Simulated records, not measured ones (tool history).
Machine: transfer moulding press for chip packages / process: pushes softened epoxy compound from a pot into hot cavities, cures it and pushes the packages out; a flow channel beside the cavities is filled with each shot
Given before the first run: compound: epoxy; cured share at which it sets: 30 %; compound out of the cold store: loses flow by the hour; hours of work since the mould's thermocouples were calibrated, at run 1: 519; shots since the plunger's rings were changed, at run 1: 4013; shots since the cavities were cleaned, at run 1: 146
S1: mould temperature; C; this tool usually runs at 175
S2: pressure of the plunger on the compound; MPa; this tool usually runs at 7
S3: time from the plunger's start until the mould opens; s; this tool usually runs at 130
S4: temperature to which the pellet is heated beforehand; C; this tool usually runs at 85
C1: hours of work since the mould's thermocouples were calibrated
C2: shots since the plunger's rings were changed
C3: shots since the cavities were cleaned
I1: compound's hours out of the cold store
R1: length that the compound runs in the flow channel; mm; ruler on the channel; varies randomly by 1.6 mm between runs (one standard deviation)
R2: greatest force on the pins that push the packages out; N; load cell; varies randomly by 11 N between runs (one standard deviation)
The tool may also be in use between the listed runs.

| run | day | S1 | S2 | S3 | S4 | C1 | C2 | C3 | I1 | R1 | R2 |
|---|---|---|---|---|---|---|---|---|---|---|---|
| 1 | 0 | 175 | 7 | 130 | 85 | 519 | 4013 | 146 | 21.1 | 775 | 844 |
|  | 1.025 | plunger's sealing rings changed |
|  | 3.354 | cavities cleaned with cleaning compound and waxed |
| 2 | 3.462 | 175 | 7 | 130 | 85 | 580 | 687 | 31 | 21.6 | 802 | 647 |
| 3 | 6.821 | 175 | 7 | 130 | 85 | 641 | 1658 | 1002 | 27.5 | 773 | 1264 |
|  | 7.254 | cavities cleaned with cleaning compound and waxed |
| 4 | 9.521 | 175 | 6.06 | 130 | 85 | 690 | 2422 | 656 | 22.9 | 728 | 1240 |
|  | 11.175 | cavities cleaned with cleaning compound and waxed |
| 5 | 13.262 | 175 | 6.51 | 130 | 85 | 758 | 3487 | 604 | 18.4 | 762 | 1282 |
|  | 14.95 | cavities cleaned with cleaning compound and waxed |
|  | 16.35 | plunger's sealing rings changed |
| 6 | 17.142 | 175 | 7 | 130 | 83 | 826 | 230 | 604 | 19.3 | 817 | 1261 |
|  | 17.958 | mould's thermocouples calibrated |
|  | 18.9 | cavities cleaned with cleaning compound and waxed |
| 7 | 20.883 | 175 | 6 | 130 | 85 | 53 | 1270 | 573 | 30.6 | 708 | 1105 |
|  | 22.671 | cavities cleaned with cleaning compound and waxed |
| 8 | 24.55 | 180 | 6 | 130 | 85 | 119 | 2313 | 544 | 40.4 | 654 | 865 |
|  | 26.429 | cavities cleaned with cleaning compound and waxed |
| 9 | 26.546 | 168 | 5.31 | 114 | 92 | 155 | 2873 | 34 | 15.3 | 722 | 1318 |
|  | 30.183 | cavities cleaned with cleaning compound and waxed |
| 10 | 30.371 | 168 | 5.31 | 114 | 92 | 224 | 3962 | 55 | 12 | 724 | 1460 |

What does the tool deliver on the next run?
|  | 31.825 | plunger's sealing rings changed |
| 11 | 32.146 | 179 | 6.18 | 130 | 88 | 255 | 93 | 538 | 21 | ? | ? |

{"run 11": {"R1": 743, "R2": 947}}
With the hidden condition absent and the run-to-run variation left alone, this run would have shown R1 743 mm, R2 457 N.

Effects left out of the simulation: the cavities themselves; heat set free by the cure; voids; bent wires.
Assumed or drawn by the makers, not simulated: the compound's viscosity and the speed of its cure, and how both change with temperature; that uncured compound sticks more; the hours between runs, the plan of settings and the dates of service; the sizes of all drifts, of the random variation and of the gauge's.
